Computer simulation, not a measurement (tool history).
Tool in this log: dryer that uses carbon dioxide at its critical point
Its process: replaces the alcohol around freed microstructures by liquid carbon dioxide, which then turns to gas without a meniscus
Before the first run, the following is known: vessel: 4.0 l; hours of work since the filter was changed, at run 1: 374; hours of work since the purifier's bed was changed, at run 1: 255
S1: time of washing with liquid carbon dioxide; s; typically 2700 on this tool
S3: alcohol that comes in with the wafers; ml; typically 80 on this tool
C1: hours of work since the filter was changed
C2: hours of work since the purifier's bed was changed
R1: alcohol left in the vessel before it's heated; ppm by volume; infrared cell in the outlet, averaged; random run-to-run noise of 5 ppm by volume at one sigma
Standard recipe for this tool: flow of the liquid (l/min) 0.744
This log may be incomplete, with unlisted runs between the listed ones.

Run 1, day 0.000: usual settings; C1 374; C2 255. Result: R1 181 ppm by volume.
Run 2, day 0.304: usual settings; C1 379; C2 260. Result: R1 187 ppm by volume.
Run 3, day 0.825: usual settings; C1 388; C2 269. Result: R1 206 ppm by volume.
Run 4, day 1.204: usual settings but S3 68 ml; C1 395; C2 276. Result: R1 185 ppm by volume.
Run 5, day 1.762: usual settings but S3 68 ml; C1 404; C2 285. Result: R1 212 ppm by volume.
Run 6, day 2.350: usual settings but S3 68 ml; C1 414; C2 296. Result: R1 203 ppm by volume.
Run 7, day 2.992: usual settings but S3 68 ml; C1 426; C2 307. Result: R1 219 ppm by volume.
At day 3.192: inlet filter changed.
Run 8, day 3.412: usual settings but S3 68 ml; C1 4; C2 313. Result: R1 196 ppm by volume.
Run 9, day 3.788: usual settings but S3 68 ml; C1 10; C2 320. Result: R1 181 ppm by volume.
Run 10, day 4.408: usual settings but S3 68 ml; C1 21; C2 331. Result: R1 196 ppm by volume.
Run 11, day 4.833: usual settings but flow of the liquid (l/min) 1.226, S3 68 ml; C1 28; C2 338. Result: R1 176 ppm by volume.
Run 12, day 5.350: usual settings; C1 37; C2 347. Result: R1 206 ppm by volume.
Run 13, day 5.917: usual settings but S1 1980 s; C1 47; C2 357. Result: R1 346 ppm by volume.
Run 14, day 6.242: usual settings but S3 109 ml; C1 53; C2 362. Result: R1 224 ppm by volume.
Run 15, day 6.950: usual settings but S1 3360 s; C1 65; C2 375. Result: R1 201 ppm by volume.
Run 16, day 7.638: usual settings but S1 3360 s; C1 77; C2 387. Result: R1 214 ppm by volume.
Run 17, day 8.083: usual settings but S1 3360 s; C1 85; C2 394. Result: R1 218 ppm by volume.
Run 18, day 8.504: usual settings but S1 3060 s, S3 30 ml; C1 92; C2 401. Result: R1 217 ppm by volume.
Run 19, day 9.000: usual settings but S1 3060 s, S3 30 ml; C1 101; C2 410. Result: R1 205 ppm by volume.
Run 20, day 9.304: usual settings but S1 3060 s, S3 30 ml; C1 106; C2 415. Result: R1 222 ppm by volume.
Run 21, day 9.658: usual settings but flow of the liquid (l/min) 1.112; C1 112; C2 421. Result: R1 226 ppm by volume.
Run 22, day 10.196: usual settings but S1 3480 s, flow of the liquid (l/min) 0.450, S3 42 ml; C1 121; C2 431. Result: R1 302 ppm by volume.
Run 23, day 10.846: usual settings but S1 3840 s, S3 67 ml; C1 133; C2 442. Result: R1 229 ppm by volume.
Run 24, day 11.308: usual settings but S1 3840 s, flow of the liquid (l/min) 0.451, S3 67 ml; C1 141; C2 450. Result: R1 301 ppm by volume.
Run 25, day 11.696: usual settings but S1 3840 s, flow of the liquid (l/min) 0.451, S3 67 ml; C1 147; C2 457. Result: R1 307 ppm by volume.
Run 26, day 12.042: usual settings but S1 1860 s, flow of the liquid (l/min) 1.005, S3 67 ml; C1 153; C2 463. Result: R1 283 ppm by volume.
Run 27, day 12.704: usual settings but S1 1860 s, flow of the liquid (l/min) 0.872, S3 31 ml; C1 165; C2 474. Result: R1 287 ppm by volume.
Run 28, day 13.296: usual settings but S1 1860 s, flow of the liquid (l/min) 0.449, S3 31 ml; C1 175; C2 484. Result: R1 829 ppm by volume.
Run 29, day 13.958: usual settings but S1 2400 s, flow of the liquid (l/min) 0.449, S3 35 ml; C1 186; C2 496. Result: R1 563 ppm by volume.
Run 30, day 14.421: usual settings but S1 3000 s, flow of the liquid (l/min) 0.504; C1 194; C2 504. Result: R1 435 ppm by volume.
Run 31, day 14.808: usual settings but S1 1800 s, flow of the liquid (l/min) 0.504, S3 48 ml; C1 201; C2 511. Result: R1 1008 ppm by volume.

Alternative continuations, all from the tool just after run 31; predict every row:
Run A, day 15.458: usual settings but S1 1920 s, S3 64 ml; C1 212; C2 522. Result: R1 ?.
Run B, day 15.458: usual settings but S1 2340 s, flow of the liquid (l/min) 0.642; C1 212; C2 522. Result: R1 ?.
Run C, day 15.458: usual settings but flow of the liquid (l/min) 0.618, S3 41 ml; C1 212; C2 522. Result: R1 ?.
Run D, day 15.458: usual settings but S1 1800 s, flow of the liquid (l/min) 0.677, S3 48 ml; C1 212; C2 522. Result: R1 ?.
Run E, day 15.458: usual settings but S1 1800 s, flow of the liquid (l/min) 0.450, S3 48 ml; C1 212; C2 522. Result: R1 ?.

run    R1
  A   451
  B   470
  C   330
  D   518
  E  1248
Without the tool's hidden state the same runs would have given:
run   R1
  A  145
  B  154
  C   49
  D  204
  E  849
